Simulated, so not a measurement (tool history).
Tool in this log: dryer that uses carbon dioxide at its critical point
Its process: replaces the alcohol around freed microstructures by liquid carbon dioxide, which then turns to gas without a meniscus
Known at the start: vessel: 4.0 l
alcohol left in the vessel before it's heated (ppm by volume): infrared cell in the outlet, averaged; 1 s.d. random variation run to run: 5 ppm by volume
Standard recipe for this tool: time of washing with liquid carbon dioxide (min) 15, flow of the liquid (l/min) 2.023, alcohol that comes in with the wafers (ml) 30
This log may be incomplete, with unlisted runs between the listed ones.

run,hour,time of washing with liquid carbon dioxide (min),flow of the liquid (l/min),alcohol that comes in with the wafers (ml),alcohol left in the vessel before it's heated (ppm by volume)
1,0.0,15,2.023,30,161
2,30.4,10,2.023,30,487
3,57.1,17,2.023,30,152
# hour 82.0: inlet filter changed
4,112.6,15,2.023,40,159
5,170.6,15,2.023,40,183
6,205.2,15,2.023,30,182
7,256.1,15,2.023,30,191
8,306.4,15,2.023,30,202
9,366.1,15,2.400,30,199
10,411.4,15,1.440,30,447
11,450.0,15,1.440,30,472
12,505.0,15,2.023,30,283
13,552.4,15,2.130,30,276
# hour 573.7: inlet filter changed
14,586.4,15,1.580,30,341
15,618.0,15,1.580,30,347
# hour 670.7: purifier's bed changed
16,674.9,15,1.580,30,151
17,716.4,15,1.580,30,164
18,744.9,22,2.023,30,28
19,772.9,22,2.023,30,32
20,820.0,15,2.023,30,94
21,879.7,15,2.023,30,121
22,915.6,15,2.023,30,134
23,960.0,15,2.023,30,150
24,1002.7,19,1.950,32,104
25,1036.0,19,1.950,32,112
# hour 1070.5: inlet filter changed
26,1093.6,15,1.890,30,154
27,1124.4,15,1.890,30,173
28,1155.2,20,3.320,25,114
29,1202.1,15,2.030,30,164
30,1249.8,10,3.330,30,180
31,1295.8,15,2.023,26,197
32,1337.7,15,3.230,78,162
33,1381.5,15,3.230,78,170
34,1417.0,15,1.880,50,339
35,1468.8,15,1.880,50,356
36,1523.6,14,1.290,84,1660
# hour 1566.1: inlet filter changed
37,1574.0,20,2.500,33,209
38,1626.2,20,1.530,33,269
39,1667.9,24,2.023,71,248
# hour 1693.8: purifier's bed changed
40,1719.6,24,2.023,71,28
41,1747.4,10,2.023,63,589
42,1793.3,19,2.023,30,45
43,1850.0,19,2.023,30,55
44,1900.5,19,2.230,30,56
45,1960.9,19,2.030,48,108

What if the next run were any one of these 4? Each begins from the tool's condition after run 45:
A,2019.8,10,2.370,30,?
B,2019.8,19,1.810,48,?
C,2019.8,20,1.570,48,?
D,2019.8,15,1.340,37,?

run,alcohol left in the vessel before it's heated (ppm by volume)
A,294
B,164
C,196
D,553
With no hidden state in the tool, these same runs would have given:
run,alcohol left in the vessel before it's heated (ppm by volume)
A,115
B,42
C,56
D,284

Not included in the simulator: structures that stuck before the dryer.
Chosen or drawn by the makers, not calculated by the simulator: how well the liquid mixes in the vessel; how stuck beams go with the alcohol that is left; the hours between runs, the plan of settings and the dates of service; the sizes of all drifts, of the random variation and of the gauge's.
